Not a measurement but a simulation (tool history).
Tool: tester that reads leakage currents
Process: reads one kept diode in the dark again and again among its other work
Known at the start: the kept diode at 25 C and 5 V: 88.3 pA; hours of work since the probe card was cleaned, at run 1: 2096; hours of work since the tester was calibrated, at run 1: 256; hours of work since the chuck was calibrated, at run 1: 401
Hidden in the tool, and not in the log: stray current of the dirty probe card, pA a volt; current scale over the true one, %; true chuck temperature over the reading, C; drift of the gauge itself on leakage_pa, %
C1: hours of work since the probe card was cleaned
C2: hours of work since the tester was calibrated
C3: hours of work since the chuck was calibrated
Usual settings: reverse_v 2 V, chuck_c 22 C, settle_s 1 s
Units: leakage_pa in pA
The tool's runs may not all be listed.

run 1 day=0 | reverse_v=2 chuck_c=22 settle_s=1 | C1=2096 C2=256 C3=401 | leakage_pa=49.77
run 2 day=1.525 | reverse_v=2 chuck_c=22 settle_s=1.89 | C1=2119 C2=279 C3=425 | leakage_pa=49.19
run 3 day=3.021 | reverse_v=2 chuck_c=22 settle_s=1.89 | C1=2142 C2=303 C3=448 | leakage_pa=49.24
run 4 day=4.8 | reverse_v=2 chuck_c=22 settle_s=1 | C1=2170 C2=330 C3=475 | leakage_pa=49.24
run 5 day=5.896 | reverse_v=2 chuck_c=22 settle_s=1 | C1=2187 C2=347 C3=492 | leakage_pa=48.65
run 6 day=6.692 | reverse_v=2 chuck_c=36 settle_s=1.87 | C1=2199 C2=359 C3=505 | leakage_pa=139.43
run 7 day=7.871 | reverse_v=2 chuck_c=37 settle_s=1 | C1=2217 C2=377 C3=523 | leakage_pa=149.89
-- day=8.183 chuck's temperature calibrated
run 8 day=9.292 | reverse_v=2 chuck_c=37 settle_s=1 | C1=2238 C2=398 C3=17 | leakage_pa=165.16

The next listed run, before its measurement:
run 9 day=10.504 | reverse_v=1.41 chuck_c=21 settle_s=4.62 | C1=2257 C2=417 C3=36 | leakage_pa=?

leakage_pa: 44.18 pA
Without the tool's hidden state the same run would have given leakage_pa 42.92 pA.

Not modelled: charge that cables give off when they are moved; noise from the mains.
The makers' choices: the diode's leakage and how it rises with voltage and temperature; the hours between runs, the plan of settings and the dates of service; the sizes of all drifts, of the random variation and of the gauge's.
